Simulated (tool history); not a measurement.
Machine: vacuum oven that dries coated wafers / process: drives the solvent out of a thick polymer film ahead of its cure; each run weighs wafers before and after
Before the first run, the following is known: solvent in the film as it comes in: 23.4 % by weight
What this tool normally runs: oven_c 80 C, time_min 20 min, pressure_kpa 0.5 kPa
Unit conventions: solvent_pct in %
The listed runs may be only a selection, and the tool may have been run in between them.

{"run": 1, "hour": 0.0, "oven_c": 80, "time_min": 20, "pressure_kpa": 0.5, "solvent_pct": 0.93}
{"run": 2, "hour": 10.6, "oven_c": 80, "time_min": 20, "pressure_kpa": 0.5, "solvent_pct": 0.96}
{"run": 3, "hour": 17.2, "oven_c": 80, "time_min": 20, "pressure_kpa": 0.5, "solvent_pct": 0.85}
{"run": 4, "hour": 31.1, "oven_c": 80, "time_min": 20, "pressure_kpa": 0.5, "solvent_pct": 0.98}
{"run": 5, "hour": 42.0, "oven_c": 80, "time_min": 20, "pressure_kpa": 0.5, "solvent_pct": 0.91}
{"run": 6, "hour": 50.3, "oven_c": 80, "time_min": 20, "pressure_kpa": 0.749, "solvent_pct": 1.08}
{"run": 7, "hour": 63.7, "oven_c": 80, "time_min": 20, "pressure_kpa": 0.749, "solvent_pct": 1.02}
{"run": 8, "hour": 75.9, "oven_c": 80, "time_min": 11, "pressure_kpa": 0.749, "solvent_pct": 3.5}
{"hour": 78.2, "done": "vacuum gauge cleaned of residue and calibrated"}
{"run": 9, "hour": 89.2, "oven_c": 80, "time_min": 11, "pressure_kpa": 0.749, "solvent_pct": 3.44}
{"run": 10, "hour": 101.5, "oven_c": 80, "time_min": 24, "pressure_kpa": 0.5, "solvent_pct": 0.58}
{"run": 11, "hour": 114.5, "oven_c": 80, "time_min": 24, "pressure_kpa": 0.5, "solvent_pct": 0.63}
{"hour": 124.4, "done": "vacuum gauge cleaned of residue and calibrated, once more"}
{"run": 12, "hour": 124.8, "oven_c": 83, "time_min": 23, "pressure_kpa": 0.367, "solvent_pct": 0.26}
{"run": 13, "hour": 131.4, "oven_c": 69, "time_min": 35, "pressure_kpa": 0.598, "solvent_pct": 1.48}
{"run": 14, "hour": 144.0, "oven_c": 67, "time_min": 13, "pressure_kpa": 0.296, "solvent_pct": 7.67}
{"run": 15, "hour": 152.5, "oven_c": 70, "time_min": 32, "pressure_kpa": 0.36, "solvent_pct": 1.51}
{"run": 16, "hour": 159.5, "oven_c": 88, "time_min": 20, "pressure_kpa": 1.099, "solvent_pct": 0.37}
{"run": 17, "hour": 165.8, "oven_c": 87, "time_min": 12, "pressure_kpa": 0.5, "solvent_pct": 1.25}
{"run": 18, "hour": 179.3, "oven_c": 87, "time_min": 35, "pressure_kpa": 0.5, "solvent_pct": 0.08}
{"run": 19, "hour": 187.8, "oven_c": 95, "time_min": 12, "pressure_kpa": 0.263, "solvent_pct": 0.21}
{"run": 20, "hour": 201.3, "oven_c": 77, "time_min": 17, "pressure_kpa": 0.366, "solvent_pct": 2.06}

For run 21, what comes out?
{"run": 21, "hour": 213.5, "oven_c": 80, "time_min": 20, "pressure_kpa": 0.429, "solvent_pct": "?"}

{"run 21": {"solvent_pct": 0.89}}
Were there no unlogged condition in the tool, this run, its random variation unchanged, would have produced solvent_pct 0.77 %.

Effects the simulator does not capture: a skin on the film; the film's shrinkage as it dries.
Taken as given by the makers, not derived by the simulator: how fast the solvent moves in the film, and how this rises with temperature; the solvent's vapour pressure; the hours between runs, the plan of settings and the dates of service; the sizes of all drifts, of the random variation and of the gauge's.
